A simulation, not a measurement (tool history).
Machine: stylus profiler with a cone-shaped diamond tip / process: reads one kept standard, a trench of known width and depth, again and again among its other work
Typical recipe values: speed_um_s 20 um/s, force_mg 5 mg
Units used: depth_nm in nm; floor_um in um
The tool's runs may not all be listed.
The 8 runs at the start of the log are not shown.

run   hour  speed_um_s  force_mg  scans with this tip  hours of work since the height scale was calibrated  depth_nm  floor_um
     150.8  -- new tip fitted, height scale calibrated
  9  157.1          31         5                   61                                                    4    203.25     48.15
 10  185.3          31         5                  334                                                   23    203.27     48.18
 11  198.8          31         5                  464                                                   32    203.19     48.12
 12  216.2          31         5                  633                                                   43    203.26     48.08
 13  247.3          57         5                  933                                                   64    203.33     48.05
 14  261.2          57         5                 1067                                                   73    203.27     48.02
 15  290.1          20       3.1                 1347                                                   92    202.49     48.03
 16  304.8          20      3.49                 1490                                                  102     202.4     48.04
 17  327.4           8         5                 1708                                                  117    203.37     47.99
 18  359.1          20      9.91                 2015                                                  138    205.11     47.95
 19  386.6          20      9.91                 2281                                                  156    205.36      47.9
 20  412.1          29      7.91                 2528                                                  173    204.48     47.86
 21  437.9          29      7.91                 2777                                                  190    204.41     47.82
 22    457          29      2.11                 2962                                                  202    202.02     47.77
     459.2  -- height scale calibrated on a step standard
 23  477.8          66     11.82                 3158                                                   12    206.06     47.74
 24  509.4          17      4.61                 3464                                                   33    203.25     47.76
 25  524.1          17      4.61                 3606                                                   43    203.06     47.74
 26    556           6         5                 3915                                                   64    203.38     47.79
       571  -- height scale calibrated on a step standard, once more
 27  586.6           6         5                 4206                                                   10    203.28     47.76
 28  608.1          80         5                 4414                                                   25    203.47      47.6
 29  636.3          32      8.09                 4686                                                   43    204.48     47.66
 30  662.5          32      8.09                 4939                                                   60     204.5     47.67
 31  684.8          32      8.09                 5156                                                   75    204.45     47.62

Run 32 is up next; what results do you expect?
 32  716.2          32      4.22                 5460                                                   96         ?         ?

depth_nm: 203.03 nm
floor_um: 47.6 um
Had the tool carried no hidden state, the very same run would have given depth_nm 203.02 nm, floor_um 48.25 um.
